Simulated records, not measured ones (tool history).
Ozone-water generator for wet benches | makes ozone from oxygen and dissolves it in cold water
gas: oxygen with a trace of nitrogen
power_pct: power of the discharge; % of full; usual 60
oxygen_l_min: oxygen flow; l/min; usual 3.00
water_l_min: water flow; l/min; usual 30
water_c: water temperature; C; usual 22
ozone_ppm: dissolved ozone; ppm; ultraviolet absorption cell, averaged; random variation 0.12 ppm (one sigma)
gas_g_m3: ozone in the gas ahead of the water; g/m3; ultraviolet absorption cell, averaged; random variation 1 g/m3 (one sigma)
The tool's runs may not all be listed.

Run 1, hour 0.0: usual settings. Result: ozone_ppm 10.0 ppm, gas_g_m3 174.0 g/m3.
Run 2, hour 104.5: usual settings. Result: ozone_ppm 9.8 ppm, gas_g_m3 172.1 g/m3.
Run 3, hour 255.7: usual settings. Result: ozone_ppm 9.8 ppm, gas_g_m3 173.8 g/m3.
Run 4, hour 347.2: usual settings but water_l_min 42 l/min. Result: ozone_ppm 7.0 ppm, gas_g_m3 173.5 g/m3.
Run 5, hour 444.5: usual settings. Result: ozone_ppm 9.7 ppm, gas_g_m3 174.2 g/m3.
Run 6, hour 534.4: usual settings. Result: ozone_ppm 9.7 ppm, gas_g_m3 173.4 g/m3.
Run 7, hour 646.0: usual settings. Result: ozone_ppm 9.7 ppm, gas_g_m3 175.0 g/m3.
Run 8, hour 765.0: usual settings. Result: ozone_ppm 9.6 ppm, gas_g_m3 174.4 g/m3.
Run 9, hour 927.8: usual settings but water_l_min 26 l/min. Result: ozone_ppm 11.3 ppm, gas_g_m3 175.0 g/m3.
Run 10, hour 1015.4: usual settings. Result: ozone_ppm 9.6 ppm, gas_g_m3 174.8 g/m3.
Run 11, hour 1114.5: usual settings but power_pct 90 % of full. Result: ozone_ppm 13.4 ppm, gas_g_m3 238.7 g/m3.
Run 12, hour 1241.4: usual settings but water_l_min 41 l/min. Result: ozone_ppm 7.1 ppm, gas_g_m3 173.0 g/m3.
Run 13, hour 1314.7: usual settings but power_pct 66 % of full. Result: ozone_ppm 10.6 ppm, gas_g_m3 185.5 g/m3.
Run 14, hour 1423.2: usual settings but power_pct 66 % of full. Result: ozone_ppm 10.5 ppm, gas_g_m3 188.2 g/m3.
Run 15, hour 1567.2: usual settings but power_pct 66 % of full, water_c 18 C. Result: ozone_ppm 11.0 ppm, gas_g_m3 186.8 g/m3.
Run 16, hour 1642.7: usual settings but power_pct 66 % of full, water_c 18 C. Result: ozone_ppm 10.8 ppm, gas_g_m3 186.7 g/m3.
Run 17, hour 1784.8: usual settings but power_pct 66 % of full, water_c 18 C. Result: ozone_ppm 11.0 ppm, gas_g_m3 188.5 g/m3.
Run 18, hour 1935.6: usual settings but power_pct 56 % of full. Result: ozone_ppm 9.3 ppm, gas_g_m3 163.5 g/m3.
Run 19, hour 2109.9: usual settings but power_pct 75 % of full, oxygen_l_min 5.03 l/min, water_l_min 41 l/min, water_c 14 C. Result: ozone_ppm 10.5 ppm, gas_g_m3 160.0 g/m3.
Run 20, hour 2278.7: usual settings but power_pct 59 % of full, oxygen_l_min 5.03 l/min, water_l_min 39 l/min, water_c 14 C. Result: ozone_ppm 9.2 ppm, gas_g_m3 134.5 g/m3.
Run 21, hour 2407.6: usual settings but power_pct 59 % of full, oxygen_l_min 5.03 l/min, water_l_min 39 l/min, water_c 14 C. Result: ozone_ppm 9.1 ppm, gas_g_m3 134.3 g/m3.
Run 22, hour 2517.0: usual settings but power_pct 67 % of full, oxygen_l_min 2.64 l/min, water_l_min 45 l/min, water_c 18 C. Result: ozone_ppm 7.1 ppm, gas_g_m3 198.4 g/m3.
Run 23, hour 2602.6: usual settings but power_pct 88 % of full, oxygen_l_min 2.64 l/min, water_l_min 45 l/min, water_c 16 C. Result: ozone_ppm 8.7 ppm, gas_g_m3 247.7 g/m3.
Run 24, hour 2691.5: usual settings but water_c 17 C. Result: ozone_ppm 10.1 ppm, gas_g_m3 173.5 g/m3.
Run 25, hour 2781.0: usual settings but oxygen_l_min 2.88 l/min. Result: ozone_ppm 9.7 ppm, gas_g_m3 176.4 g/m3.
Run 26, hour 2889.9: usual settings but oxygen_l_min 2.88 l/min. Result: ozone_ppm 9.7 ppm, gas_g_m3 177.3 g/m3.
At hour 2972.9: water thermometer calibrated.
Run 27, hour 2989.7: usual settings but power_pct 47 % of full, oxygen_l_min 4.16 l/min, water_l_min 19 l/min, water_c 17 C. Result: ozone_ppm 13.4 ppm, gas_g_m3 122.9 g/m3.
Run 28, hour 3142.2: usual settings but water_l_min 22 l/min. Result: ozone_ppm 12.9 ppm, gas_g_m3 173.8 g/m3.
Run 29, hour 3222.8: usual settings but power_pct 41 % of full. Result: ozone_ppm 7.4 ppm, gas_g_m3 129.3 g/m3.
Run 30, hour 3313.8: usual settings but power_pct 41 % of full, water_l_min 24 l/min, water_c 19 C. Result: ozone_ppm 9.3 ppm, gas_g_m3 129.6 g/m3.
Run 31, hour 3448.7: usual settings but oxygen_l_min 1.64 l/min, water_c 29 C. Result: ozone_ppm 7.9 ppm, gas_g_m3 233.3 g/m3.
Run 32, hour 3605.0: usual settings but oxygen_l_min 1.64 l/min, water_c 29 C. Result: ozone_ppm 7.5 ppm, gas_g_m3 232.1 g/m3.
Run 33, hour 3713.7: usual settings but oxygen_l_min 2.71 l/min, water_l_min 19 l/min. Result: ozone_ppm 14.5 ppm, gas_g_m3 182.5 g/m3.
Run 34, hour 3872.7: usual settings but oxygen_l_min 2.71 l/min, water_l_min 19 l/min. Result: ozone_ppm 14.6 ppm, gas_g_m3 182.1 g/m3.

Forecast each of these 3 alternatives for the next run:
Run A, hour 3956.7: usual settings but water_c 28 C. Result: ozone_ppm ?, gas_g_m3 ?.
Run B, hour 3956.7: usual settings but power_pct 64 % of full, oxygen_l_min 3.72 l/min, water_l_min 21 l/min. Result: ozone_ppm ?, gas_g_m3 ?.
Run C, hour 3956.7: usual settings but oxygen_l_min 2.71 l/min, water_l_min 19 l/min, water_c 25 C. Result: ozone_ppm ?, gas_g_m3 ?.

run  ozone_ppm  gas_g_m3
  A        9.4     174.1
  B       14.7     165.0
  C       14.1     180.3
Without the tool's hidden state the same runs would have given:
run  ozone_ppm  gas_g_m3
  A        9.4     174.2
  B       14.8     165.1
  C       14.1     180.4
